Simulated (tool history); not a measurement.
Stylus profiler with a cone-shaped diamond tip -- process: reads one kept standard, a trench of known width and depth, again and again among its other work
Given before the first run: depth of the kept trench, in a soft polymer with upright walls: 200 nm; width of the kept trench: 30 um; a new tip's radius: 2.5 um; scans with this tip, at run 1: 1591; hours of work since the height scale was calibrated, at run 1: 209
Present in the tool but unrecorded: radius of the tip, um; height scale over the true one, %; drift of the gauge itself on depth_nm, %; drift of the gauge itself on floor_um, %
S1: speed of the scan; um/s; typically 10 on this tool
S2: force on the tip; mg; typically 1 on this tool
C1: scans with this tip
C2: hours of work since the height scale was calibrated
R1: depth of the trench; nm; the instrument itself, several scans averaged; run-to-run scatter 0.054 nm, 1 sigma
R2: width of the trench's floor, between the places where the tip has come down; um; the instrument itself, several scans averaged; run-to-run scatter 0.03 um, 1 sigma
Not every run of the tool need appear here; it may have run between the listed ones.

run,hour,S1,S2,C1,C2,R1,R2
1,0,10,1,1591,209,200.63,27.77
2,47.1,12,1,1870,245,200.57,27.82
3,89,10,0.5,2119,278,200.35,27.77
4,128.7,10,1,2354,309,200.58,27.79
5,155.2,10,1,2512,330,200.64,27.75
6,178,10,1.01,2647,347,200.56,27.8
7,206.9,10,1.01,2818,370,200.56,27.84
8,240.9,10,1,3020,396,200.49,27.76
9,286.8,10,1,3292,432,200.54,27.76
10,308.3,10,1,3420,449,200.49,27.72
11,331.1,10,1,3555,467,200.6,27.75
12,372.2,10,1,3799,499,200.51,27.69
13,391.8,10,0.77,3915,514,200.45,27.68
14,423.7,10,0.77,4105,539,200.36,27.69
15,451.1,10,0.42,4267,560,200.22,27.64
16,484.7,29,0.93,4467,586,200.46,27.52
17,505.1,37,1.91,4588,602,200.94,27.52
# hour 508.5: height scale calibrated on a step standard
18,551.8,28,0.36,4862,34,200.2,27.34
19,595.8,28,0.36,5123,68,200.12,27.33
20,616.2,16,1.09,5244,84,200.51,27.65
# hour 626.5: height scale calibrated on a step standard, once more
21,641.3,6,0.61,5390,11,200.44,27.66
22,687.8,6,0.61,5666,48,200.33,27.79
23,727.8,24,0.39,5903,79,200.3,27.32
24,761.9,28,2.9,6105,105,201.24,27.54
25,788.3,28,2.9,6262,126,201.31,27.61
26,811.4,32,1.88,6399,144,200.94,27.53
27,841.9,8,0.39,6580,168,200.24,27.6

Branching from run 27: 5 alternative next runs. What would each branch give?
A,867.6,7,1,6733,188,?,?
B,867.6,11,0.39,6733,188,?,?
C,867.6,12,1.28,6733,188,?,?
D,867.6,2,0.45,6733,188,?,?
E,867.6,28,1.74,6733,188,?,?

run,R1,R2
A,200.58,27.66
B,200.29,27.56
C,200.72,27.61
D,200.4,27.7
E,200.9,27.55
Take away the tool's hidden state, keep each run's random variation, and the runs would have read:
run,R1,R2
A,200.63,27.97
B,200.35,27.87
C,200.78,27.93
D,200.46,28.02
E,200.96,27.87

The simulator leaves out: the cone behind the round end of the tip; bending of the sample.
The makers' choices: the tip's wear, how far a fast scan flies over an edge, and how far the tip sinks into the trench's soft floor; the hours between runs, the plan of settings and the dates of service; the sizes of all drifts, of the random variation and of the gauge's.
